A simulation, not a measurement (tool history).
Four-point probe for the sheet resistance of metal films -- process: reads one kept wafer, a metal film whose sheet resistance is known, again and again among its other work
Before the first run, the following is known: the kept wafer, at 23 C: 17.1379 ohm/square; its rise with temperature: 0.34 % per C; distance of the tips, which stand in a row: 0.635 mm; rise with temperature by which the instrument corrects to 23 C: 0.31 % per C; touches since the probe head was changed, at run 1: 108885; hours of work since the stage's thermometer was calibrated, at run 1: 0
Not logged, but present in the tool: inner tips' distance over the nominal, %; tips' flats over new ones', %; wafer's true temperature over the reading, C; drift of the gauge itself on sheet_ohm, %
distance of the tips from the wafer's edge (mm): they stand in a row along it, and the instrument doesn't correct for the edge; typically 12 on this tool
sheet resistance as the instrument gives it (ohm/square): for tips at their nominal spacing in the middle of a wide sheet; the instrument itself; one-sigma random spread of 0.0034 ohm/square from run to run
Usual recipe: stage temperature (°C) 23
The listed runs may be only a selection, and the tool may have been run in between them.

run	hour	stage temperature (°C)	distance of the tips from the wafer's edge (mm)	touches since the probe head was changed	hours of work since the stage's thermometer was calibrated	sheet resistance as the instrument gives it (ohm/square)
1	0.0	23	12	108885	0	17.124325
2	130.1	23	7	113429	67	17.172242
3	212.5	30	7	116306	109	17.208552
4	274.7	30	7	118480	141	17.208669
5	361.5	30	7	121511	186	17.204658
6	440.0	30	7	124254	226	17.198525
7	526.3	30	7	127268	271	17.201059
8	622.4	24	12	130624	320	17.106359
9	723.1	23	55	134141	372	17.072520
10	830.5	29	12	137892	427	17.128200
11	900.1	23	12	140323	463	17.088042
12	999.7	23	12	143802	514	17.084464
13	1104.2	23	12	147452	568	17.082113
14	1230.0	23	12	151847	632	17.070787
15	1320.3	23	4	155001	679	17.270798
16	1376.2	23	4	156952	708	17.268195
17	1472.9	23	12	160329	757	17.059231
18	1550.2	23	27	163030	797	17.037897
19	1637.1	23	27	166064	842	17.031366
20	1703.6	23	12	168388	876	17.054293
21	1793.4	23	12	171525	922	17.046981
22	1855.5	23	12	173693	954	17.037511
23	1952.5	23	12	177081	1004	17.040558
24	2072.3	23	12	181267	1065	17.033696
25	2167.4	23	12	184586	1114	17.024298
26	2287.6	25	70	188787	1176	17.008316
27	2352.1	25	70	191040	1209	17.004561
28	2454.0	25	16	194599	1262	17.018564
29	2581.7	23	10	199060	1327	17.024243
30	2673.8	23	10	202276	1375	17.011782
31	2766.5	32	12	205511	1422	17.054252
32	2853.4	32	12	208547	1467	17.046160
33	2973.6	26	18	212747	1529	16.992583
# hour 3008.3: new probe head fitted
# hour 3047.8: stage's thermometer calibrated
34	3077.1	26	18	2386	15	17.162261
35	3147.2	18	18	4834	51	17.102744

Estimate the outcome of run 36 from the log above:
36	3239.0	22	59	8039	98	?

Run 36 gave sheet resistance as the instrument gives it (ohm/square) 17.119700.
If the tool had no hidden condition, the same run with the same run-to-run variation would have returned sheet resistance as the instrument gives it (ohm/square) 17.135377.

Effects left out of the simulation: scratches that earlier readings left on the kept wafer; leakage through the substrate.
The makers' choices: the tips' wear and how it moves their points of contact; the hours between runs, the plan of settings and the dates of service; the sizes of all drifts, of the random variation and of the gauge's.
